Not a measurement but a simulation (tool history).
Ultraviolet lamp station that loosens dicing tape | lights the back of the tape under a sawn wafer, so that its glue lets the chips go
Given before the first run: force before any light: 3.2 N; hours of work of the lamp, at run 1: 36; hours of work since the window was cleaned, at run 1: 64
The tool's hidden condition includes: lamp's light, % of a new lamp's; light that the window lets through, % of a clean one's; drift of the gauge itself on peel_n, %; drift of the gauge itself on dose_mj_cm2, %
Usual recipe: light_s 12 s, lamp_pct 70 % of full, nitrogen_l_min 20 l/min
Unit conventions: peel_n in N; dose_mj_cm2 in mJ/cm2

run   hour  light_s  lamp_pct  nitrogen_l_min  hours of work of the lamp  hours of work since the window was cleaned  peel_n  dose_mj_cm2
  1      0       12        70              20                         36                                          64   0.499          382
  2   14.1       12        70              20                         46                                          74   0.504          373
  3   23.8       12        70              20                         53                                          80   0.522          379
  4   34.3       12        85              20                         60                                          88    0.37          459
  5   42.5       12        85              20                         66                                          93   0.358          453
  6   57.5       12        85              20                         76                                         104   0.355          449
  7   72.4       12        85              20                         87                                         114   0.375          451
  8   80.8       12        85              20                         92                                         120   0.385          449
  9   87.4       12        85              20                         97                                         125   0.376          450
 10  102.3       16        85              20                        107                                         135   0.227          596
 11  115.5       16        85              18                        117                                         144   0.237          600
 12  125.2        6        70              20                        123                                         151    1.32          182
 13  138.6        6        70              20                        133                                         160   1.221          179
 14  148.7        6        88              20                        140                                         167   1.051          233

Forecast run 15:
 15  156.5        6        61              20                        145                                         173       ?            ?

peel_n: 1.482 N
dose_mj_cm2: 156 mJ/cm2
Take away the tool's hidden state, keep the run-to-run variation as it was, and the same run would have given peel_n 1.388 N, dose_mj_cm2 169 mJ/cm2.
